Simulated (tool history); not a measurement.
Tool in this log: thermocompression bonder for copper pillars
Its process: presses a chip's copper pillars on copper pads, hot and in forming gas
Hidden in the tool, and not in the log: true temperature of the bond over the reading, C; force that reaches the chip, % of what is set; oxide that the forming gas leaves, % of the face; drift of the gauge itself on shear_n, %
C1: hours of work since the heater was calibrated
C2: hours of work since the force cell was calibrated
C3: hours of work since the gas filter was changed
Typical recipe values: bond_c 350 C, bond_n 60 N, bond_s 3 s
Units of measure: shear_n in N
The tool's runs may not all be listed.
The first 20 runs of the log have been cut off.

run 21 hour=1084.4 | bond_c=350 bond_n=60 bond_s=3 | C1=673 C2=118 C3=23 | shear_n=83.7
run 22 hour=1162.4 | bond_c=334 bond_n=82 bond_s=7 | C1=728 C2=173 C3=78 | shear_n=99.8
run 23 hour=1217.0 | bond_c=371 bond_n=82 bond_s=7 | C1=766 C2=212 C3=117 | shear_n=113.2
run 24 hour=1285.0 | bond_c=350 bond_n=53 bond_s=6 | C1=814 C2=260 C3=165 | shear_n=93.7
run 25 hour=1343.9 | bond_c=350 bond_n=63 bond_s=3 | C1=856 C2=301 C3=206 | shear_n=84.7
-- hour=1371.0 forming gas filter changed
run 26 hour=1376.6 | bond_c=350 bond_n=63 bond_s=3 | C1=878 C2=324 C3=4 | shear_n=85.4
run 27 hour=1413.8 | bond_c=350 bond_n=63 bond_s=3 | C1=905 C2=350 C3=30 | shear_n=85.2
-- hour=1460.2 heater calibrated with a thermocouple chip
run 28 hour=1476.8 | bond_c=378 bond_n=76 bond_s=2 | C1=12 C2=393 C3=73 | shear_n=97.4
run 29 hour=1520.4 | bond_c=356 bond_n=59 bond_s=3 | C1=42 C2=424 C3=104 | shear_n=86.4
run 30 hour=1562.6 | bond_c=354 bond_n=40 bond_s=6 | C1=72 C2=453 C3=134 | shear_n=87.8
run 31 hour=1635.3 | bond_c=324 bond_n=89 bond_s=5 | C1=123 C2=505 C3=185 | shear_n=88.7
run 32 hour=1669.5 | bond_c=324 bond_n=43 bond_s=4 | C1=147 C2=529 C3=209 | shear_n=62.7
-- hour=1694.7 forming gas filter changed
run 33 hour=1706.2 | bond_c=324 bond_n=43 bond_s=4 | C1=173 C2=554 C3=8 | shear_n=62.5
run 34 hour=1740.5 | bond_c=324 bond_n=43 bond_s=4 | C1=197 C2=578 C3=32 | shear_n=62.5
-- hour=1765.6 gauge calibrated
run 35 hour=1807.2 | bond_c=324 bond_n=43 bond_s=4 | C1=244 C2=625 C3=79 | shear_n=64.4
run 36 hour=1860.2 | bond_c=350 bond_n=39 bond_s=2 | C1=282 C2=663 C3=117 | shear_n=62.5
run 37 hour=1934.3 | bond_c=322 bond_n=39 bond_s=4 | C1=334 C2=715 C3=169 | shear_n=59.8
run 38 hour=1969.9 | bond_c=358 bond_n=60 bond_s=5 | C1=359 C2=740 C3=194 | shear_n=99.1
-- hour=2016.8 forming gas filter changed
run 39 hour=2032.7 | bond_c=350 bond_n=60 bond_s=2 | C1=403 C2=784 C3=11 | shear_n=75.9
-- hour=2066.4 force cell calibrated
run 40 hour=2104.6 | bond_c=365 bond_n=68 bond_s=5 | C1=452 C2=27 C3=61 | shear_n=105.2

Alternative continuations, all from the tool just after run 40; predict every row:
run A hour=2166.6 | bond_c=351 bond_n=72 bond_s=3 | C1=496 C2=71 C3=104 | shear_n=?
run B hour=2166.6 | bond_c=366 bond_n=60 bond_s=5 | C1=496 C2=71 C3=104 | shear_n=?
run C hour=2166.6 | bond_c=365 bond_n=87 bond_s=5 | C1=496 C2=71 C3=104 | shear_n=?

run=A shear_n=91.0
run=B shear_n=102.8
run=C shear_n=109.2
With no hidden state in the tool, these same runs would have given:
run=A shear_n=91.5
run=B shear_n=103.4
run=C shear_n=109.9
